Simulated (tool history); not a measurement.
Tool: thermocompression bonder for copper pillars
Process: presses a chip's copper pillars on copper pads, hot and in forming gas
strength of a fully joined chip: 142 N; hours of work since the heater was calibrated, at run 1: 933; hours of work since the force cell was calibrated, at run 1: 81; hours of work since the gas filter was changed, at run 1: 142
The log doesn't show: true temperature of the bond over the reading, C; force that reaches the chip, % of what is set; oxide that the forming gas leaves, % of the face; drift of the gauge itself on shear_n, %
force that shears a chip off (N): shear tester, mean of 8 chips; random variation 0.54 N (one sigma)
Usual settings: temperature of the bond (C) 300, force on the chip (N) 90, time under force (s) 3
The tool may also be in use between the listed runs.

run	day	temperature of the bond (C)	force on the chip (N)	time under force (s)	hours of work since the heater was calibrated	hours of work since the force cell was calibrated	hours of work since the gas filter was changed	force that shears a chip off (N)
1	0	300	90	3	933	81	142	58.2
2	1.329	300	90	3	955	103	164	57.3
3	2.612	300	90	3	977	124	185	57.2
4	3.408	300	66	3	990	137	198	39.6
5	4.633	300	90	3	1010	158	218	58.4
6	5.617	300	90	3	1027	174	235	57.8
7	6.246	300	90	3	1037	185	245	57.5
8	6.925	300	90	3	1048	196	257	57.5
9	8.117	300	90	3	1068	216	276	57.1
10	8.996	300	90	3	1083	230	291	58
# day 9.275: heater calibrated with a thermocouple chip
11	10.388	300	90	3	19	252	313	57
12	11.667	300	90	3	40	273	334	58.8
13	12.733	300	78	3	57	291	352	49.2
# day 13.279: forming gas filter changed
14	13.342	300	78	3	67	301	1	49.7
15	14.733	300	78	3	90	324	24	48.4
16	15.354	300	78	6	101	334	34	65.4
17	16.633	296	90	3	122	355	56	55.6
18	17.662	300	59	3	139	372	73	34.9
19	18.288	300	59	3	149	383	83	35.8
20	19.358	300	90	3	167	401	101	57.7
21	20.738	300	90	3	190	424	124	57.2
22	21.479	311	82	5	202	436	136	71.3
23	22.079	322	90	3	212	446	146	72.8
24	23.012	322	90	3	228	461	162	71.9
25	24.442	322	90	3	252	485	185	72
26	25.329	274	59	5	266	500	200	31.5
27	26.292	274	59	7	282	516	216	36.8
28	26.954	319	67	2	293	527	227	43.6
29	28.271	300	55	8	315	549	249	48.5
30	29.604	300	70	3	337	571	271	43.5
31	30.521	272	58	3	352	586	286	23.4
32	31.112	276	73	2	362	596	296	27.8

Forecast run 33:
33	31.883	300	125	2	375	609	309	?

force that shears a chip off (N): 69.5
Without the tool's hidden state the same run would have given force that shears a chip off (N) 69.9.
